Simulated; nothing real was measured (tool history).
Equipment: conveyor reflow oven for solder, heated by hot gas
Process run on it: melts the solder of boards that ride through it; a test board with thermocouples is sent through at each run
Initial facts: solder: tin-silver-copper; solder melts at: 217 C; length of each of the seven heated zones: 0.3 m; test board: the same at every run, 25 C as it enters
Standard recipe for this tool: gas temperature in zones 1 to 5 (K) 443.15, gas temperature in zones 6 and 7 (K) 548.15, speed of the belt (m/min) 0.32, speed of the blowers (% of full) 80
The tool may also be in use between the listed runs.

run	hour	gas temperature in zones 1 to 5 (K)	gas temperature in zones 6 and 7 (K)	speed of the belt (m/min)	speed of the blowers (% of full)	highest temperature of the board (K)	time above the solder's melting point (s)
1	0	443.15	548.15	0.32	80	537.45	95.1
# hour 38.6: flux residue cleaned out of gas plates and filters
2	76.1	443.15	548.15	0.32	80	537.95	94.6
3	121.2	443.15	548.15	0.32	80	538.15	95.6
4	189.8	452.15	548.15	0.32	80	538.75	99.9
5	246	452.15	548.15	0.32	80	538.35	100.3
6	316.2	443.15	548.15	0.32	80	537.85	95.7
7	370.5	443.15	537.15	0.32	80	526.95	87.2
8	440.1	443.15	537.15	0.32	80	527.05	87.1
9	481	456.15	548.15	0.32	80	539.15	102
10	531.5	445.15	548.15	0.32	80	537.25	95.9
# hour 586.3: flux residue cleaned out of gas plates and filters
11	592.3	445.15	548.15	0.32	80	537.85	96
# hour 660.7: thermocouples of zones 6 and 7 changed
12	675.7	443.15	548.15	0.32	80	537.75	95
13	757.5	443.15	548.15	0.32	80	537.45	95.3
14	824.2	443.15	548.15	0.32	80	537.55	95.1

Expected results for the next run?
15	906.2	443.15	548.15	0.32	80	?	?

highest temperature of the board (K): 537.45
time above the solder's melting point (s): 95.5
If the tool had no hidden condition, the same run with the same run-to-run variation would have returned highest temperature of the board (K) 537.55, time above the solder's melting point (s) 95.4.

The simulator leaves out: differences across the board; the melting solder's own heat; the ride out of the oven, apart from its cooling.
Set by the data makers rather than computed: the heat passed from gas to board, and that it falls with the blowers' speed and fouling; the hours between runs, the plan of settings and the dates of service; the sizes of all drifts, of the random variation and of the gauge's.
